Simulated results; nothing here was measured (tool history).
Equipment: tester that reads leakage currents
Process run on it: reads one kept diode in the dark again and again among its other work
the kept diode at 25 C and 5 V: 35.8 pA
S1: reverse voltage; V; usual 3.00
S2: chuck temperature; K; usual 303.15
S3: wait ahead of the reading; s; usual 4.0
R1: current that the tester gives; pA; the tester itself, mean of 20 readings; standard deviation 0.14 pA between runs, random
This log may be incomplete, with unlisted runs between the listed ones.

run	day	S1	S2	S3	R1
1	0.000	3.00	303.15	4.0	41.40
2	1.583	3.00	303.15	4.0	41.52
3	2.838	3.00	303.15	4.0	41.44
4	4.288	3.00	303.15	4.0	41.24
5	5.517	3.00	303.15	4.0	41.08
6	7.396	3.00	303.15	4.0	41.05
7	8.700	3.00	303.15	4.0	41.05
8	10.150	3.00	303.15	4.0	41.35
9	12.108	3.00	303.15	4.0	41.12
10	13.217	3.00	303.15	4.0	41.08
11	14.992	3.00	303.15	4.0	40.88
12	16.608	3.00	303.15	4.0	40.90
13	17.912	3.00	303.15	4.0	40.88
14	18.762	3.00	307.15	4.0	58.95
15	20.588	3.00	307.15	4.0	58.90
16	21.662	3.00	309.15	4.0	69.99
17	23.604	3.00	309.15	4.0	69.60
18	24.442	1.42	309.15	8.2	46.26

Run 19 comes next. What will it give?
19	26.258	1.42	309.15	8.2	?

Run 19 came out at R1 46.03 pA.
With the hidden condition absent and the run-to-run variation left alone, this run would have shown R1 50.16 pA.
